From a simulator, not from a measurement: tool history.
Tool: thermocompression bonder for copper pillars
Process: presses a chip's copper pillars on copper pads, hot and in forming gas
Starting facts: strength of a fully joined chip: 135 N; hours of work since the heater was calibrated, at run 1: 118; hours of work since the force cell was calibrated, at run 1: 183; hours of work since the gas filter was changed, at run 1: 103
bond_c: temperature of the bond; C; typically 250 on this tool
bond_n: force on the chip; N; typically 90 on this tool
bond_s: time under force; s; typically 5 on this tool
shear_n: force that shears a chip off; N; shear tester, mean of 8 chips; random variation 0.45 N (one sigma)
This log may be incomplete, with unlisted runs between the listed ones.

run    day  bond_c  bond_n  bond_s  hours of work since the heater was calibrated  hours of work since the force cell was calibrated  hours of work since the gas filter was changed  shear_n
  1      0     250      90       5                                            118                                                183                                             103     74.2
  2  0.362     244      90       5                                            122                                                187                                             107     69.5
  3  0.683     244      67       5                                            126                                                190                                             111     52.9
  4  1.133     244      67       5                                            131                                                195                                             116     52.5
  5  1.579     250      90       5                                            135                                                200                                             120     73.6
  6  1.908     250      90       5                                            139                                                204                                             124     73.5
  7   2.25     250      90      11                                            143                                                207                                             128     92.3
     2.342  -- force cell calibrated
  8  2.688     250      90      11                                            147                                                  4                                             132     92.3
  9  2.946     250      90       5                                            149                                                  7                                             135     73.1
 10  3.362     244      79       9                                            154                                                 11                                             139     74.6
 11  3.633     250     118       6                                            157                                                 14                                             142     94.3
 12  4.125     223     127       6                                            162                                                 19                                             147     76.2
 13  4.575     274     120       5                                            167                                                 24                                             152      108
     4.721  -- force cell calibrated, once more
 14  5.167     262      93       5                                            173                                                  5                                             158     85.2
 15  5.467     262      55       9                                            176                                                  8                                             161     66.6
 16      6     250      89       4                                            182                                                 14                                             167       68
 17  6.325     258      77       5                                            185                                                 17                                             170     70.1

What if the next run were any one of these 3? Each begins from the tool's condition after run 17:
  A  6.762     247      81       3                                            190                                                 22                                             175        ?
  B  6.762     223      76       4                                            190                                                 22                                             175        ?
  C  6.762     229      96       9                                            190                                                 22                                             175        ?

run  shear_n
  A     54.3
  B     40.7
  C     74.4
Without the tool's unlogged condition, the same runs would have read:
run  shear_n
  A     57.4
  B     43.2
  C     78.3
